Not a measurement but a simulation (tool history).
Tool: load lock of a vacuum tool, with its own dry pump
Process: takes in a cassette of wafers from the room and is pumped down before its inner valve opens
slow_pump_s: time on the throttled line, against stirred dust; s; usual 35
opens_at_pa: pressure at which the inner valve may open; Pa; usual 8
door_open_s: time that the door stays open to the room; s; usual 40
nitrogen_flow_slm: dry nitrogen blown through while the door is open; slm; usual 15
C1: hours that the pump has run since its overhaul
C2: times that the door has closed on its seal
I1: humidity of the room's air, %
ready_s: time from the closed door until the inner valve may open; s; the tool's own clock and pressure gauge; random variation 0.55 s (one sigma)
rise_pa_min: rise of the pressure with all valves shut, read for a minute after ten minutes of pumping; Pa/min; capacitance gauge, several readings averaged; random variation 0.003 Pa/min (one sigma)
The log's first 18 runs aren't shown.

run 19 hour=2533.4 | slow_pump_s=55 opens_at_pa=8 door_open_s=40 nitrogen_flow_slm=15 | C1=5728 C2=7987 | I1=44.7 | ready_s=94.4 rise_pa_min=0.056
run 20 hour=2702.9 | slow_pump_s=55 opens_at_pa=8 door_open_s=40 nitrogen_flow_slm=15 | C1=5897 C2=8409 | I1=47.9 | ready_s=93.7 rise_pa_min=0.059
run 21 hour=2904.6 | slow_pump_s=37 opens_at_pa=11 door_open_s=40 nitrogen_flow_slm=12 | C1=6099 C2=8912 | I1=47.3 | ready_s=79.2 rise_pa_min=0.067
run 22 hour=3019.4 | slow_pump_s=69 opens_at_pa=13 door_open_s=156 nitrogen_flow_slm=5 | C1=6214 C2=9197 | I1=47.6 | ready_s=102.2 rise_pa_min=0.117
run 23 hour=3143.2 | slow_pump_s=58 opens_at_pa=9 door_open_s=69 nitrogen_flow_slm=23 | C1=6338 C2=9506 | I1=43.6 | ready_s=96.2 rise_pa_min=0.068
run 24 hour=3266.1 | slow_pump_s=21 opens_at_pa=9 door_open_s=44 nitrogen_flow_slm=34 | C1=6461 C2=9812 | I1=43.6 | ready_s=70.4 rise_pa_min=0.062
run 25 hour=3410.8 | slow_pump_s=24 opens_at_pa=8 door_open_s=61 nitrogen_flow_slm=15 | C1=6605 C2=10172 | I1=47.0 | ready_s=73.1 rise_pa_min=0.078
run 26 hour=3522.8 | slow_pump_s=29 opens_at_pa=8 door_open_s=40 nitrogen_flow_slm=15 | C1=6717 C2=10451 | I1=46.2 | ready_s=75.2 rise_pa_min=0.075
run 27 hour=3637.5 | slow_pump_s=27 opens_at_pa=10 door_open_s=40 nitrogen_flow_slm=38 | C1=6832 C2=10736 | I1=46.8 | ready_s=72.4 rise_pa_min=0.067
run 28 hour=3758.2 | slow_pump_s=27 opens_at_pa=10 door_open_s=40 nitrogen_flow_slm=38 | C1=6953 C2=11037 | I1=44.3 | ready_s=73.7 rise_pa_min=0.068
run 29 hour=3885.5 | slow_pump_s=35 opens_at_pa=8 door_open_s=40 nitrogen_flow_slm=24 | C1=7080 C2=11353 | I1=44.8 | ready_s=81.9 rise_pa_min=0.072
run 30 hour=3995.3 | slow_pump_s=60 opens_at_pa=14 door_open_s=41 nitrogen_flow_slm=15 | C1=7190 C2=11627 | I1=45.0 | ready_s=96.1 rise_pa_min=0.077
run 31 hour=4118.3 | slow_pump_s=60 opens_at_pa=14 door_open_s=41 nitrogen_flow_slm=15 | C1=7313 C2=11933 | I1=50.0 | ready_s=95.9 rise_pa_min=0.081
run 32 hour=4211.5 | slow_pump_s=60 opens_at_pa=14 door_open_s=41 nitrogen_flow_slm=15 | C1=7406 C2=12165 | I1=46.9 | ready_s=95.8 rise_pa_min=0.088
run 33 hour=4336.2 | slow_pump_s=60 opens_at_pa=14 door_open_s=41 nitrogen_flow_slm=15 | C1=7531 C2=12476 | I1=48.3 | ready_s=96.4 rise_pa_min=0.089
run 34 hour=4497.5 | slow_pump_s=69 opens_at_pa=14 door_open_s=41 nitrogen_flow_slm=15 | C1=7692 C2=12877 | I1=43.9 | ready_s=102.2 rise_pa_min=0.087
run 35 hour=4671.7 | slow_pump_s=41 opens_at_pa=10 door_open_s=86 nitrogen_flow_slm=8 | C1=7866 C2=13311 | I1=45.1 | ready_s=85.1 rise_pa_min=0.112
run 36 hour=4780.1 | slow_pump_s=49 opens_at_pa=12 door_open_s=32 nitrogen_flow_slm=5 | C1=7975 C2=13581 | I1=47.2 | ready_s=87.9 rise_pa_min=0.108
run 37 hour=4928.1 | slow_pump_s=49 opens_at_pa=12 door_open_s=32 nitrogen_flow_slm=5 | C1=8123 C2=13949 | I1=42.4 | ready_s=88.9 rise_pa_min=0.104

3 ways to go on from here, each from the tool as it stands after run 37. What would each give?
run A hour=5079.1 | slow_pump_s=33 opens_at_pa=8 door_open_s=40 nitrogen_flow_slm=22 | C1=8274 C2=14325 | I1=46.7 | ready_s=? rise_pa_min=?
run B hour=5079.1 | slow_pump_s=68 opens_at_pa=8 door_open_s=37 nitrogen_flow_slm=12 | C1=8274 C2=14325 | I1=46.6 | ready_s=? rise_pa_min=?
run C hour=5079.1 | slow_pump_s=36 opens_at_pa=6 door_open_s=32 nitrogen_flow_slm=5 | C1=8274 C2=14325 | I1=43.6 | ready_s=? rise_pa_min=?

run=A ready_s=80.3 rise_pa_min=0.105
run=B ready_s=104.8 rise_pa_min=0.101
run=C ready_s=84.5 rise_pa_min=0.104
Without the tool's hidden state the same runs would have given:
run=A ready_s=74.8 rise_pa_min=0.028
run=B ready_s=100.5 rise_pa_min=0.025
run=C ready_s=79.0 rise_pa_min=0.028
